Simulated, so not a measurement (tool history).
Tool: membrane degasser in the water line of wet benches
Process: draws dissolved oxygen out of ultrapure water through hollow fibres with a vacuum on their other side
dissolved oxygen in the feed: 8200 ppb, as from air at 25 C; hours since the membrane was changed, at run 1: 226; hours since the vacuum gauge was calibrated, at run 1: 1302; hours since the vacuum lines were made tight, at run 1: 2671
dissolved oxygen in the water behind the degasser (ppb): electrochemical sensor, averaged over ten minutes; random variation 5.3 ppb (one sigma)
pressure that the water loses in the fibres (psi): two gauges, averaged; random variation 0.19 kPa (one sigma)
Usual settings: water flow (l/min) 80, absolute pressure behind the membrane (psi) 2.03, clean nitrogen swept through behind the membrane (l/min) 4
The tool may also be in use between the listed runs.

| run | day | water flow (l/min) | absolute pressure behind the membrane (psi) | clean nitrogen swept through behind the membrane (l/min) | hours since the membrane was changed | hours since the vacuum gauge was calibrated | hours since the vacuum lines were made tight | dissolved oxygen in the water behind the degasser (ppb) | pressure that the water loses in the fibres (psi) |
|---|---|---|---|---|---|---|---|---|---|
| 1 | 0 | 80 | 2.03 | 4 | 226 | 1302 | 2671 | 525.5 | 5.696 |
| 2 | 1.679 | 80 | 2.03 | 4 | 266 | 1342 | 2712 | 522.3 | 5.685 |
| 3 | 2.783 | 80 | 2.03 | 4 | 293 | 1369 | 2738 | 531.5 | 5.681 |
| 4 | 4.317 | 80 | 2.03 | 4.4 | 330 | 1406 | 2775 | 488.4 | 5.699 |
| 5 | 6.129 | 86 | 2.03 | 4.4 | 373 | 1449 | 2818 | 531.7 | 6.157 |
| 6 | 7.312 | 86 | 2.03 | 4.4 | 402 | 1478 | 2847 | 530.4 | 6.063 |
| 7 | 9.042 | 86 | 2.03 | 4.4 | 443 | 1519 | 2888 | 532.1 | 6.163 |
| 8 | 10.825 | 94 | 2.03 | 4.4 | 486 | 1562 | 2931 | 577.5 | 6.711 |
| 9 | 11.979 | 80 | 2.03 | 4 | 514 | 1589 | 2959 | 526.4 | 5.717 |
| 10 | 13.3 | 80 | 2.03 | 4 | 545 | 1621 | 2991 | 525.2 | 5.723 |
| 11 | 15.062 | 80 | 1.51 | 4 | 588 | 1663 | 3033 | 376 | 5.768 |
| 12 | 17.021 | 80 | 2.03 | 4 | 635 | 1711 | 3080 | 532.1 | 5.693 |
| 13 | 18.642 | 80 | 2.03 | 4 | 673 | 1749 | 3119 | 541.8 | 5.703 |
| 14 | 20.212 | 80 | 2.03 | 4 | 711 | 1787 | 3156 | 528.6 | 5.677 |
| 15 | 21.142 | 80 | 2.03 | 4 | 734 | 1809 | 3179 | 535 | 5.703 |
| 16 | 22.125 | 80 | 2.03 | 4 | 757 | 1833 | 3202 | 530.2 | 5.742 |
| 17 | 23.717 | 50 | 1.65 | 4 | 795 | 1871 | 3241 | 256 | 3.577 |
| 18 | 24.55 | 57 | 1.7 | 2.32 | 815 | 1891 | 3261 | 470.2 | 4.052 |
|  | 24.717 | vacuum gauge calibrated |
| 19 | 25.562 | 57 | 1.7 | 2.32 | 839 | 20 | 3284 | 466.9 | 4.057 |
| 20 | 26.842 | 80 | 3.1 | 6.29 | 870 | 51 | 3315 | 570.7 | 5.703 |
| 21 | 27.958 | 61 | 2.13 | 4.22 | 897 | 78 | 3342 | 410 | 4.303 |
| 22 | 28.933 | 118 | 2.03 | 5.07 | 920 | 101 | 3365 | 676.3 | 8.441 |
| 23 | 30.204 | 118 | 2.03 | 5.07 | 951 | 132 | 3396 | 672.2 | 8.411 |
| 24 | 31.283 | 118 | 3.87 | 2.44 | 976 | 158 | 3422 | 1946.3 | 8.411 |
| 25 | 33.079 | 118 | 3.87 | 3.59 | 1020 | 201 | 3465 | 1503.6 | 8.399 |
| 26 | 34.504 | 52 | 2.03 | 4 | 1054 | 235 | 3499 | 344.1 | 3.746 |
|  | 35.675 | vacuum gauge calibrated, once more |
| 27 | 35.833 | 52 | 2.03 | 4 | 1085 | 4 | 3530 | 341.4 | 3.712 |
| 28 | 37.312 | 95 | 2.03 | 4.63 | 1121 | 39 | 3566 | 575.6 | 6.756 |
| 29 | 38.521 | 95 | 2.03 | 4.63 | 1150 | 68 | 3595 | 563.6 | 6.773 |
| 30 | 40.017 | 80 | 2.87 | 3.78 | 1186 | 104 | 3631 | 784.9 | 5.742 |
| 31 | 40.933 | 93 | 2.12 | 1.66 | 1208 | 126 | 3653 | 1151.8 | 6.633 |
| 32 | 41.896 | 60 | 4.67 | 1.92 | 1231 | 149 | 3676 | 1610.8 | 4.297 |

3 ways to go on from here, each from the tool as it stands after run 32. What would each give?
| A | 43.496 | 80 | 1.42 | 3.18 | 1269 | 188 | 3714 | ? | ? |
| B | 43.496 | 126 | 4.1 | 4.71 | 1269 | 188 | 3714 | ? | ? |
| C | 43.496 | 80 | 2.03 | 2.16 | 1269 | 188 | 3714 | ? | ? |

| run | dissolved oxygen in the water behind the degasser (ppb) | pressure that the water loses in the fibres (psi) |
|---|---|---|
| A | 414.8 | 5.709 |
| B | 1379.6 | 9.097 |
| C | 807.8 | 5.759 |
Without the tool's hidden state the same runs would have given:
| run | dissolved oxygen in the water behind the degasser (ppb) | pressure that the water loses in the fibres (psi) |
|---|---|---|
| A | 412.1 | 5.675 |
| B | 1375.6 | 9.045 |
| C | 805.2 | 5.726 |

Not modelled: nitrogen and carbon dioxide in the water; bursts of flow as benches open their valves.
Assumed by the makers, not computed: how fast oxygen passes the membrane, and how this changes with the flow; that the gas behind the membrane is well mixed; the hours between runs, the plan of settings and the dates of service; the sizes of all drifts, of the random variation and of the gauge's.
